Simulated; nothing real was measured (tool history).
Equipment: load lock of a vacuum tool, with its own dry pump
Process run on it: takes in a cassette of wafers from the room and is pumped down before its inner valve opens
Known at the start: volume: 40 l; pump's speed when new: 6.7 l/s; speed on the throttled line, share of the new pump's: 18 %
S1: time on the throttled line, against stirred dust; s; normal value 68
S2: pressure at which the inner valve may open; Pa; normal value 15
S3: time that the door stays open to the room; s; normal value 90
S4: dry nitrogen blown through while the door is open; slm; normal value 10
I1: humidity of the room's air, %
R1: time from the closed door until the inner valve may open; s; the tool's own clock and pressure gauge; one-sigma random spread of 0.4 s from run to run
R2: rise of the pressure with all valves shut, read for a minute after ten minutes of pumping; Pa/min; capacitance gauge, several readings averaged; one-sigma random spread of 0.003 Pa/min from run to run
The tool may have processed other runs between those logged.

run,hour,S1,S2,S3,S4,I1,R1,R2
1,0,68,15,90,10,41.6,109.5,0.048
2,147.7,68,15,90,10,42.6,109.2,0.048
3,229.1,92,15,90,10,40.9,129.2,0.05
4,338.4,92,15,90,10,42.3,129.1,0.045
5,531.6,92,15,90,10,47.9,129.3,0.058
6,687.5,68,15,90,10,46.9,109.5,0.054
7,780.1,68,15,95,10,46,108.8,0.051
8,960.5,68,15,95,10,44.3,109.8,0.06
9,1141.5,68,15,90,12,49.6,108.5,0.056
10,1270.4,68,15,90,12,47.3,109.3,0.054
11,1450.5,68,15,90,10,47.3,109.6,0.054
12,1640.8,68,15,90,10,42.1,109.1,0.051
13,1754.1,68,15,90,15,43,109.3,0.042
14,1902.6,68,15,90,15,44.3,108.8,0.038
15,2040,68,15,90,10,42.5,109.2,0.052
16,2167.7,68,15,90,5,47.5,110.1,0.069
17,2318.2,68,15,90,5,43.7,109.9,0.059
18,2404.1,68,15,90,20,46.8,109.6,0.041
19,2511,68,15,90,20,42.4,109.8,0.039
20,2632.7,72,24,162,11,43.6,109.4,0.077
21,2750.2,37,15,86,10,45.3,83.6,0.05
22,2891.9,37,15,166,10,44.1,84.2,0.081
23,3073.4,37,15,166,10,47.8,83.8,0.087
24,3207.5,108,28,25,19,47.5,137.5,0.017
25,3371.3,67,28,25,5,45.3,104.9,0.029
26,3463.1,83,28,39,5,44.6,117.8,0.031
27,3559.1,45,15,90,17,44.5,89.8,0.04
28,3707,45,15,90,17,51.9,90.7,0.046
29,3898.6,45,15,90,17,46.4,90.2,0.042
30,4093.8,45,23,90,17,43.5,87.7,0.044
31,4277.1,45,19,90,7,43.5,89,0.057
32,4413.8,45,10,84,7,44.2,92.7,0.055
33,4522.4,60,15,90,7,45.8,102.4,0.059
34,4610.6,60,15,90,7,45.1,102.8,0.056
35,4717.2,60,15,90,7,45,102.6,0.059
36,4857.5,60,15,90,7,48.1,103.2,0.06

Predict each of these 5 candidate next runs independently; none follows another, all start after run 36:
A,4980.3,68,23,42,5,45.3,?,?
B,4980.3,60,21,90,7,43.5,?,?
C,4980.3,96,15,90,16,44,?,?
D,4980.3,65,15,32,7,43.7,?,?
E,4980.3,60,15,32,12,46.4,?,?

run,R1,R2
A,107.1,0.032
B,100.8,0.059
C,132.7,0.041
D,106.2,0.026
E,102.1,0.025
Had the tool no hidden state, the same runs would have come out as:
run,R1,R2
A,107.1,0.032
B,100.8,0.058
C,132.7,0.04
D,106.1,0.025
E,102.1,0.024
